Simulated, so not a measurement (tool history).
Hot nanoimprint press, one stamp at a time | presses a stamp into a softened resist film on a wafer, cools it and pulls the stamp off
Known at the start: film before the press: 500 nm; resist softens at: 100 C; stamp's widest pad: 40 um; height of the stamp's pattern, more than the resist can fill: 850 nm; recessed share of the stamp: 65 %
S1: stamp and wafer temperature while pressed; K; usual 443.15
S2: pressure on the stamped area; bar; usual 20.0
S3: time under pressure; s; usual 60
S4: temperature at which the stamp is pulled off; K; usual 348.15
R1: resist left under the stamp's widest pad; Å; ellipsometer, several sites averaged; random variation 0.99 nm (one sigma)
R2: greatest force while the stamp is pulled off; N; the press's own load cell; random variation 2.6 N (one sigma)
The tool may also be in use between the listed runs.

| run | day | S1 | S2 | S3 | S4 | R1 | R2 |
|---|---|---|---|---|---|---|---|
| 1 | 0.000 | 443.15 | 20.0 | 60 | 348.15 | 2504 | 124 |
| 2 | 0.554 | 443.15 | 20.0 | 60 | 348.15 | 2505 | 121 |
| 3 | 1.900 | 443.15 | 20.0 | 60 | 348.15 | 2514 | 123 |
| 4 | 2.942 | 443.15 | 20.0 | 60 | 348.15 | 2510 | 119 |
| 5 | 3.550 | 443.15 | 29.9 | 60 | 348.15 | 2127 | 118 |
| 6 | 4.704 | 443.15 | 29.9 | 60 | 348.15 | 2126 | 124 |
| 7 | 5.612 | 443.15 | 29.9 | 60 | 348.15 | 2136 | 122 |
| 8 | 6.996 | 443.15 | 21.1 | 60 | 348.15 | 2450 | 124 |
| 9 | 7.929 | 441.15 | 26.6 | 60 | 355.15 | 2370 | 107 |
| 10 | 8.975 | 441.15 | 26.6 | 60 | 355.15 | 2378 | 102 |
| 11 | 10.233 | 441.15 | 26.6 | 60 | 355.15 | 2395 | 111 |
| 12 | 11.004 | 443.15 | 20.0 | 99 | 348.15 | 2068 | 125 |
| 13 | 11.817 | 443.15 | 20.0 | 99 | 348.15 | 2061 | 122 |
| 14 | 13.017 | 443.15 | 20.0 | 99 | 348.15 | 2061 | 126 |

Taken out of this log: 2 entries between the listed runs. Where each belongs, and how the hidden state differs across it:
Between runs 7 and 8: plate thermocouple calibrated (day 6.542)
  true temperature over the reading, C: -0.03 -> 0; grip of the stamp's worn release coat, % over a new coat's: 0.8 -> 0.9
Between runs 13 and 14: stamp cleaned and given a new release coat (day 12.629)
  grip of the stamp's worn release coat, % over a new coat's: 1.2 -> 0

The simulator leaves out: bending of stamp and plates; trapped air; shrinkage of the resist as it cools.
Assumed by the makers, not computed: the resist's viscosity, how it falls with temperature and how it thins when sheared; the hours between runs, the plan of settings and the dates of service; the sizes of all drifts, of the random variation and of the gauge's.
